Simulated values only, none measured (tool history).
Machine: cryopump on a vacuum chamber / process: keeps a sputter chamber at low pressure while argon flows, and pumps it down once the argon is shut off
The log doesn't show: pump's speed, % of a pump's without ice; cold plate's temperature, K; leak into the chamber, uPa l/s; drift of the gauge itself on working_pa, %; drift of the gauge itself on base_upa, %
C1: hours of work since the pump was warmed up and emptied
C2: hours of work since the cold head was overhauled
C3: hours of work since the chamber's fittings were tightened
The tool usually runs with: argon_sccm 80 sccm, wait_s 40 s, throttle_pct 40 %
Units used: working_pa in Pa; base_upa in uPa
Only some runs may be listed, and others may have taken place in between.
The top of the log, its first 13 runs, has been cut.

Run 14, hour 142.3: usual settings but argon_sccm 143 sccm; C1 556; C2 556; C3 1077. Result: working_pa 0.3611 Pa, base_upa 1.6 uPa.
Run 15, hour 149.4: usual settings but argon_sccm 143 sccm; C1 561; C2 561; C3 1083. Result: working_pa 0.3637 Pa, base_upa 1.61 uPa.
Run 16, hour 159.3: usual settings but wait_s 41 s; C1 570; C2 570; C3 1091. Result: working_pa 0.2042 Pa, base_upa 1.64 uPa.
Run 17, hour 173.3: usual settings but wait_s 41 s; C1 581; C2 581; C3 1102. Result: working_pa 0.2032 Pa, base_upa 1.56 uPa.
Run 18, hour 184.9: usual settings but wait_s 41 s; C1 591; C2 591; C3 1112. Result: working_pa 0.2032 Pa, base_upa 1.57 uPa.
Run 19, hour 199.8: usual settings but wait_s 41 s; C1 603; C2 603; C3 1124. Result: working_pa 0.2049 Pa, base_upa 1.68 uPa.
Run 20, hour 210.3: usual settings but wait_s 41 s; C1 611; C2 611; C3 1133. Result: working_pa 0.2048 Pa, base_upa 1.67 uPa.
Run 21, hour 217.7: usual settings but wait_s 210 s, throttle_pct 17 %; C1 618; C2 618; C3 1139. Result: working_pa 0.457 Pa, base_upa 0.95 uPa.
Run 22, hour 224: usual settings but argon_sccm 54 sccm, wait_s 173 s, throttle_pct 52 %; C1 623; C2 623; C3 1144. Result: working_pa 0.1086 Pa, base_upa 1.01 uPa.
Run 23, hour 232.4: usual settings but argon_sccm 116 sccm; C1 630; C2 630; C3 1151. Result: working_pa 0.2975 Pa, base_upa 1.65 uPa.
Run 24, hour 243.3: usual settings but argon_sccm 42 sccm; C1 639; C2 639; C3 1160. Result: working_pa 0.108 Pa, base_upa 1.72 uPa.
Run 25, hour 254.3: usual settings but argon_sccm 42 sccm; C1 648; C2 648; C3 1169. Result: working_pa 0.107 Pa, base_upa 1.74 uPa.
Run 26, hour 265.9: usual settings but argon_sccm 55 sccm, wait_s 103 s, throttle_pct 57 %; C1 657; C2 657; C3 1178. Result: working_pa 0.103 Pa, base_upa 1.14 uPa.
Run 27, hour 280.5: usual settings but argon_sccm 55 sccm, wait_s 103 s, throttle_pct 57 %; C1 669; C2 669; C3 1190. Result: working_pa 0.1031 Pa, base_upa 1.16 uPa.
Run 28, hour 286.9: usual settings but argon_sccm 33 sccm, wait_s 227 s, throttle_pct 58 %; C1 674; C2 674; C3 1196. Result: working_pa 0.0616 Pa, base_upa 0.99 uPa.

For run 29, what comes out?
Run 29, hour 300: usual settings but argon_sccm 35 sccm, wait_s 27 s, throttle_pct 27 %; C1 685; C2 685; C3 1206. Result: working_pa ?, base_upa ?.

Run 29 gave working_pa 0.1296 Pa, base_upa 2.17 uPa.
Were there no unlogged condition in the tool, this run, its random variation unchanged, would have produced working_pa 0.1214 Pa, base_upa 1.52 uPa.

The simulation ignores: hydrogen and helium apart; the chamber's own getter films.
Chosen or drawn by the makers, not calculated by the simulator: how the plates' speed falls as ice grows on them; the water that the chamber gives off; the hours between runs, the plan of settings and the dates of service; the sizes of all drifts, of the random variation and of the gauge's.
